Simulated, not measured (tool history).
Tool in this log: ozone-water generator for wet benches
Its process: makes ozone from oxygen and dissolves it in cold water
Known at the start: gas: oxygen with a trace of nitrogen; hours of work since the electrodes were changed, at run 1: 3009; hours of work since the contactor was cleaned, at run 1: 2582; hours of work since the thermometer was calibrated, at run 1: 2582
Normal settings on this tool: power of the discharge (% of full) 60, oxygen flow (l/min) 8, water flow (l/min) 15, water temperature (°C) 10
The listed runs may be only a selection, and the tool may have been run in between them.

| run | hour | power of the discharge (% of full) | oxygen flow (l/min) | water flow (l/min) | water temperature (°C) | hours of work since the electrodes were changed | hours of work since the contactor was cleaned | hours of work since the thermometer was calibrated | dissolved ozone (ppm) | ozone in the gas ahead of the water (g/m3) |
|---|---|---|---|---|---|---|---|---|---|---|
| 1 | 0 | 60 | 8 | 15 | 10 | 3009 | 2582 | 2582 | 33.9 | 178.6 |
| 2 | 57.2 | 60 | 8 | 15 | 10 | 3053 | 2626 | 2626 | 34.4 | 180 |
| 3 | 126.6 | 60 | 8 | 15 | 13 | 3107 | 2680 | 2680 | 32.5 | 179.2 |
| 4 | 214.7 | 60 | 8 | 15 | 13 | 3174 | 2748 | 2748 | 32.4 | 180.8 |
| 5 | 262.8 | 60 | 8 | 15 | 16 | 3211 | 2785 | 2785 | 30.6 | 180.2 |
| 6 | 319.9 | 60 | 8 | 12 | 10 | 3256 | 2829 | 2829 | 38.5 | 179.8 |
| 7 | 393.8 | 60 | 8 | 12 | 10 | 3312 | 2886 | 2886 | 38.9 | 181.4 |
| 8 | 436.8 | 60 | 8 | 12 | 10 | 3346 | 2919 | 2919 | 38.6 | 177.7 |
| 9 | 500.6 | 60 | 8 | 12 | 10 | 3395 | 2968 | 2968 | 38.2 | 176.7 |
| 10 | 587.5 | 60 | 8 | 12 | 10 | 3462 | 3035 | 3035 | 38.5 | 177.8 |
| 11 | 668.3 | 60 | 8.07 | 12 | 10 | 3524 | 3097 | 3097 | 38.4 | 177.9 |
| 12 | 716.2 | 60 | 5.9 | 12 | 10 | 3561 | 3134 | 3134 | 38.9 | 206.1 |
| 13 | 791.4 | 60 | 5.9 | 12 | 10 | 3619 | 3192 | 3192 | 39.5 | 206.2 |
| 14 | 860.6 | 60 | 4.82 | 15 | 10 | 3672 | 3246 | 3246 | 33.6 | 228.1 |
| 15 | 901.4 | 60 | 4.82 | 15 | 10 | 3704 | 3277 | 3277 | 33.7 | 226.8 |
| 16 | 963.1 | 60 | 4.82 | 15 | 10 | 3751 | 3325 | 3325 | 33.7 | 224.7 |
| 17 | 1043.6 | 60 | 4.82 | 15 | 10 | 3813 | 3387 | 3387 | 33.6 | 226.2 |
| 18 | 1090.1 | 60 | 8.34 | 14 | 10 | 3849 | 3423 | 3423 | 35.1 | 173.1 |
| 19 | 1140.4 | 51 | 8 | 15 | 6 | 3888 | 3461 | 3461 | 33.5 | 160.7 |
| 20 | 1190.4 | 60 | 8 | 23 | 10 | 3926 | 3500 | 3500 | 26.1 | 176.4 |
| 21 | 1266.5 | 42 | 7.48 | 11 | 10 | 3985 | 3559 | 3559 | 33.3 | 150.5 |
| 22 | 1357.7 | 42 | 7.48 | 11 | 10 | 4055 | 3629 | 3629 | 33.3 | 149 |
| 23 | 1406.8 | 45 | 7.48 | 15 | 10 | 4093 | 3667 | 3667 | 29.3 | 156.2 |
| 24 | 1489.3 | 45 | 7.48 | 15 | 10 | 4157 | 3730 | 3730 | 28.9 | 154.8 |
| 25 | 1531.5 | 60 | 8 | 9 | 10 | 4189 | 3763 | 3763 | 44.1 | 177.6 |
| 26 | 1619.9 | 60 | 8 | 9 | 10 | 4258 | 3831 | 3831 | 43.8 | 176.8 |
| 27 | 1682.8 | 60 | 8 | 17 | 11 | 4306 | 3879 | 3879 | 30.8 | 178.1 |
| 28 | 1756.8 | 68 | 9.59 | 15 | 17 | 4363 | 3937 | 3937 | 31.3 | 172 |
| 29 | 1808.9 | 68 | 9.59 | 15 | 17 | 4403 | 3977 | 3977 | 31.5 | 172.1 |
| 30 | 1884.6 | 68 | 4.07 | 15 | 17 | 4462 | 4035 | 4035 | 32.1 | 257.8 |
| 31 | 1957.9 | 89 | 8 | 15 | 17 | 4518 | 4092 | 4092 | 36.9 | 217.6 |
| 32 | 2018.3 | 60 | 7.83 | 13 | 10 | 4565 | 4138 | 4138 | 37 | 176.7 |

Had the tool no unlogged condition, and each run kept its random variation, what would the results have been?
Hidden state at play: yield of the discharge, % of new electrodes'; contactor's efficiency, % of a clean one's; true water temperature over the reading, C; drift of the gauge itself on ozone_ppm, %; drift of the gauge itself on gas_g_m3, %.
| run | ozone in the gas ahead of the water (g/m3) |
|---|---|
| 1 | 178.8 |
| 2 | 180.3 |
| 3 | 179.7 |
| 4 | 181.5 |
| 5 | 181.1 |
| 6 | 180.8 |
| 7 | 182.5 |
| 8 | 179 |
| 9 | 178.1 |
| 10 | 179.4 |
| 11 | 179.7 |
| 12 | 208.4 |
| 13 | 208.6 |
| 14 | 231 |
| 15 | 229.8 |
| 16 | 227.9 |
| 17 | 229.6 |
| 18 | 175.9 |
| 19 | 163.4 |
| 20 | 179.5 |
| 21 | 153.2 |
| 22 | 151.9 |
| 23 | 159.4 |
| 24 | 158.1 |
| 25 | 181.6 |
| 26 | 180.9 |
| 27 | 182.4 |
| 28 | 176.4 |
| 29 | 176.7 |
| 30 | 264.9 |
| 31 | 223.9 |
| 32 | 181.9 |
dissolved ozone (ppm): differs from the measured result by no more than 0.1 in any run.
